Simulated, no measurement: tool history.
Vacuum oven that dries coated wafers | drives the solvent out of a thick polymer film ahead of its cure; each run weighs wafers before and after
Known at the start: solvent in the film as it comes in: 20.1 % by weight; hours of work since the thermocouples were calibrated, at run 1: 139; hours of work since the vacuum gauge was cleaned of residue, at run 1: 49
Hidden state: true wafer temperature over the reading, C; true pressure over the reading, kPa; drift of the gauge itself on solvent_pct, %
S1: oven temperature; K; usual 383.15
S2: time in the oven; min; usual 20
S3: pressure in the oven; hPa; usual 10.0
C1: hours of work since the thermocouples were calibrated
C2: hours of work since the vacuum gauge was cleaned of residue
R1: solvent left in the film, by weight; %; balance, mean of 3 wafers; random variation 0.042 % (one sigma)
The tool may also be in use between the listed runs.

| run | day | S1 | S2 | S3 | C1 | C2 | R1 |
|---|---|---|---|---|---|---|---|
| 1 | 0.000 | 383.15 | 20 | 10.0 | 139 | 49 | 1.92 |
| 2 | 0.742 | 383.15 | 20 | 10.0 | 152 | 61 | 1.96 |
| 3 | 1.488 | 383.15 | 20 | 10.0 | 164 | 74 | 2.03 |
| 4 | 2.042 | 383.15 | 20 | 10.0 | 173 | 83 | 1.99 |
| 5 | 2.617 | 383.15 | 20 | 10.0 | 183 | 93 | 1.99 |
| 6 | 3.042 | 383.15 | 20 | 10.0 | 190 | 100 | 2.01 |
| 7 | 3.517 | 383.15 | 20 | 10.0 | 198 | 108 | 2.01 |
| 8 | 4.071 | 383.15 | 20 | 18.3 | 207 | 117 | 2.87 |
| 9 | 4.608 | 383.15 | 20 | 18.3 | 216 | 126 | 2.91 |
| 10 | 5.046 | 383.15 | 20 | 18.3 | 224 | 133 | 2.90 |
| 11 | 5.512 | 383.15 | 20 | 18.3 | 232 | 141 | 2.94 |
| 12 | 6.450 | 383.15 | 20 | 18.3 | 247 | 157 | 2.98 |
| 13 | 7.258 | 383.15 | 20 | 17.6 | 261 | 170 | 2.84 |
| 14 | 7.704 | 383.15 | 20 | 17.6 | 268 | 178 | 2.87 |
| 15 | 8.712 | 383.15 | 20 | 17.6 | 285 | 195 | 2.93 |
|  | 8.846 | oven's thermocouples calibrated |
| 16 | 9.462 | 383.15 | 20 | 17.6 | 10 | 206 | 2.87 |
| 17 | 10.450 | 383.15 | 20 | 39.5 | 27 | 222 | 5.20 |
| 18 | 11.208 | 386.15 | 33 | 25.0 | 40 | 235 | 2.66 |
| 19 | 11.621 | 383.15 | 11 | 14.2 | 46 | 242 | 4.85 |
| 20 | 12.488 | 383.15 | 36 | 12.1 | 61 | 256 | 1.54 |
| 21 | 13.462 | 386.15 | 18 | 10.0 | 77 | 273 | 1.91 |
| 22 | 14.429 | 383.15 | 20 | 6.4 | 93 | 289 | 1.74 |
|  | 14.833 | oven's thermocouples calibrated, once more |
| 23 | 15.483 | 370.15 | 35 | 10.0 | 11 | 305 | 3.19 |
| 24 | 16.296 | 377.15 | 21 | 11.9 | 25 | 319 | 3.45 |
| 25 | 17.004 | 385.15 | 18 | 32.3 | 36 | 331 | 4.19 |
| 26 | 17.946 | 390.15 | 20 | 35.5 | 52 | 346 | 3.40 |
| 27 | 18.779 | 390.15 | 20 | 35.5 | 66 | 360 | 3.54 |

Forecast run 28:
| 28 | 19.338 | 378.15 | 20 | 9.5 | 75 | 370 | ? |

R1: 3.13 %
Without the tool's hidden state the same run would have given R1 3.03 %.
